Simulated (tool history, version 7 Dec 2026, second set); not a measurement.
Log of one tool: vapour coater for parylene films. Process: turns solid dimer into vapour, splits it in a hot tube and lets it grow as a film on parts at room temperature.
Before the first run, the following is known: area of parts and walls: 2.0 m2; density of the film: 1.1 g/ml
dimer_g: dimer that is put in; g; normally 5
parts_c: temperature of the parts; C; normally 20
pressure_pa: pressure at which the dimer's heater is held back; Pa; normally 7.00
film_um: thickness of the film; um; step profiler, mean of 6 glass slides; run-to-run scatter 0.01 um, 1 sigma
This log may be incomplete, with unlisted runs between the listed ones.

run   hour  dimer_g  parts_c  pressure_pa  film_um
  1    0.0        5       20         7.00     1.13
  2    9.0        5       20         7.00     1.13
  3   17.0        7       20         7.00     1.57
  4   27.0        5       29         7.00     0.73
  5   37.9        5       20         3.09     1.25
      42.9  -- trap's valve overhauled
  6   49.2        5       20         8.67     1.07
  7   60.0        5       20         7.00     1.10
  8   77.4        5       20         7.00     1.10
  9   91.7        3       26         3.84     0.52
 10  109.1        2       15         4.02     0.59
 11  125.5        5       24         3.92     0.96
     139.2  -- trap's valve overhauled, once more
 12  144.8        5       20         4.53     1.21
 13  162.4        5       20         4.53     1.20

Run 14 comes next. What will it give?
 14  172.6        5       20         4.53        ?

film_um: 1.20 um
On a tool with no hidden condition, and with the same random variation, this run would have come out at film_um 1.22 um.

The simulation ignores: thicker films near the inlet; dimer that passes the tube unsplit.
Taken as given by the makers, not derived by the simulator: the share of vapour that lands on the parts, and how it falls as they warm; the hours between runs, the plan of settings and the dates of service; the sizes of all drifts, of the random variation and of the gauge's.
